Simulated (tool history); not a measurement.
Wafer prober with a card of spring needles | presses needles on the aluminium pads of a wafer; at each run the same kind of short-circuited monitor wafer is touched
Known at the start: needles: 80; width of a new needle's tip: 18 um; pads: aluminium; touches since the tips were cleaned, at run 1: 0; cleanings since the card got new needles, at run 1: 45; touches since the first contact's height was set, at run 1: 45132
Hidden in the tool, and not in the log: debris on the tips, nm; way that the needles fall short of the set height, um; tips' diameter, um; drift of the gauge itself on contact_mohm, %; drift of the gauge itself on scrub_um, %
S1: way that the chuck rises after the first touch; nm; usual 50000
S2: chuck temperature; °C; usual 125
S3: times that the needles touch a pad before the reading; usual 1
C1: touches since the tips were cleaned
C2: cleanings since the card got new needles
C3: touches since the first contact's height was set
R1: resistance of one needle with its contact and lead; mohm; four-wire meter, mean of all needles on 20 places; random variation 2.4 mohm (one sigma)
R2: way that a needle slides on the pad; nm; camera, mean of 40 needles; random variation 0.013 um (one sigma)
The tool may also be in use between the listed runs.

run	hour	S1	S2	S3	C1	C2	C3	R1	R2
1	0	50000	125	1	0	45	45132	280	13590
# hour 12.7: tips cleaned on abrasive film
2	22	50000	125	1	6002	46	59218	356	13560
# hour 25.9: tips cleaned on abrasive film
# hour 40.4: tips cleaned on abrasive film
# hour 43.3: height of the first contact set anew
3	50.7	50000	125	2	6485	48	4804	322	13730
# hour 53.3: tips cleaned on abrasive film
# hour 65.3: tips cleaned on abrasive film
# hour 78.4: tips cleaned on abrasive film
4	78.5	50000	125	1	17	51	22459	284	13660
# hour 92: tips cleaned on abrasive film
5	96	50000	125	1	2626	52	33702	332	13650
# hour 104.8: tips cleaned on abrasive film
6	114.6	50000	125	1	6318	53	45611	364	13610
# hour 117.3: tips cleaned on abrasive film
# hour 129.7: tips cleaned on abrasive film
7	129.7	50000	125	1	0	55	55144	279	13550
# hour 141.9: tips cleaned on abrasive film
8	152.2	50000	125	1	6680	56	69610	372	13520
# hour 154.2: tips cleaned on abrasive film
# hour 156.6: height of the first contact set anew
# hour 167.4: tips cleaned on abrasive film
9	169.2	50000	125	3	1173	58	8021	286	13690
# hour 181.7: tips cleaned on abrasive film
# hour 193.9: tips cleaned on abrasive film
10	193.9	50000	125	3	0	60	23820	274	13630

The next listed run, before its measurement:
# hour 208: tips cleaned on abrasive film
11	209.2	50000	125	2	758	61	33579	?	?

{"run 11": {"R1": 289, "R2": 13630}}
Without the tool's hidden state the same run would have given R1 268 mohm, R2 13760 nm.
